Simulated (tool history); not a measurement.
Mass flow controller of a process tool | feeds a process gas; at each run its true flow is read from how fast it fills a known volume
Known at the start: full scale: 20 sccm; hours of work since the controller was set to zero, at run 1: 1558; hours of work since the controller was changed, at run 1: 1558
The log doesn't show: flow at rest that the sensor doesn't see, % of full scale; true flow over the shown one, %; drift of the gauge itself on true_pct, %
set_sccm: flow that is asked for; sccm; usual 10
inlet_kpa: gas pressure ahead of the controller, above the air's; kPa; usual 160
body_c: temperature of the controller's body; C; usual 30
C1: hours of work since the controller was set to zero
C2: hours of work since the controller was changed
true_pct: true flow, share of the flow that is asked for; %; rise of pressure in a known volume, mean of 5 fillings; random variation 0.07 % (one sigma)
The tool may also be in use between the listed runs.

run 1 hour=0 | set_sccm=10 inlet_kpa=160 body_c=30 | C1=1558 C2=1558 | true_pct=98.65
run 2 hour=85.3 | set_sccm=18 inlet_kpa=160 body_c=30 | C1=1602 C2=1602 | true_pct=99.08
run 3 hour=174 | set_sccm=10 inlet_kpa=160 body_c=30 | C1=1648 C2=1648 | true_pct=98.51
run 4 hour=227.7 | set_sccm=10 inlet_kpa=160 body_c=30 | C1=1676 C2=1676 | true_pct=98.47
run 5 hour=353.4 | set_sccm=10 inlet_kpa=160 body_c=30 | C1=1741 C2=1741 | true_pct=98.31
run 6 hour=452.6 | set_sccm=10 inlet_kpa=160 body_c=30 | C1=1792 C2=1792 | true_pct=98.12
run 7 hour=536.1 | set_sccm=4 inlet_kpa=160 body_c=30 | C1=1836 C2=1836 | true_pct=97.62
run 8 hour=624.9 | set_sccm=4 inlet_kpa=160 body_c=30 | C1=1882 C2=1882 | true_pct=97.49
run 9 hour=688.2 | set_sccm=4 inlet_kpa=160 body_c=30 | C1=1914 C2=1914 | true_pct=97.48
run 10 hour=791.4 | set_sccm=4 inlet_kpa=160 body_c=30 | C1=1968 C2=1968 | true_pct=97.3
run 11 hour=884.9 | set_sccm=4 inlet_kpa=160 body_c=30 | C1=2016 C2=2016 | true_pct=97.11
run 12 hour=987.2 | set_sccm=19 inlet_kpa=236 body_c=24 | C1=2069 C2=2069 | true_pct=98.93
run 13 hour=1049.5 | set_sccm=19 inlet_kpa=236 body_c=24 | C1=2102 C2=2102 | true_pct=98.96
run 14 hour=1113.8 | set_sccm=10 inlet_kpa=235 body_c=24 | C1=2135 C2=2135 | true_pct=98.33
run 15 hour=1200.2 | set_sccm=10 inlet_kpa=235 body_c=24 | C1=2180 C2=2180 | true_pct=98.13
run 16 hour=1277 | set_sccm=16 inlet_kpa=160 body_c=28 | C1=2219 C2=2219 | true_pct=97.73
run 17 hour=1346.5 | set_sccm=16 inlet_kpa=202 body_c=28 | C1=2255 C2=2255 | true_pct=97.89
run 18 hour=1433.9 | set_sccm=2 inlet_kpa=261 body_c=39 | C1=2301 C2=2301 | true_pct=96.58
run 19 hour=1495 | set_sccm=10 inlet_kpa=160 body_c=21 | C1=2332 C2=2332 | true_pct=97.31
run 20 hour=1620 | set_sccm=10 inlet_kpa=160 body_c=21 | C1=2397 C2=2397 | true_pct=97.28

The same runs without the tool's hidden state, with the same run-to-run variation:
run=1 true_pct=98.64
run=2 true_pct=99.18
run=3 true_pct=98.72
run=4 true_pct=98.74
run=5 true_pct=98.73
run=6 true_pct=98.66
run=7 true_pct=98.26
run=8 true_pct=98.23
run=9 true_pct=98.3
run=10 true_pct=98.25
run=11 true_pct=98.17
run=12 true_pct=100.14
run=13 true_pct=100.24
run=14 true_pct=99.69
run=15 true_pct=99.59
run=16 true_pct=99.27
run=17 true_pct=99.53
run=18 true_pct=98.29
run=19 true_pct=99.12
run=20 true_pct=99.24
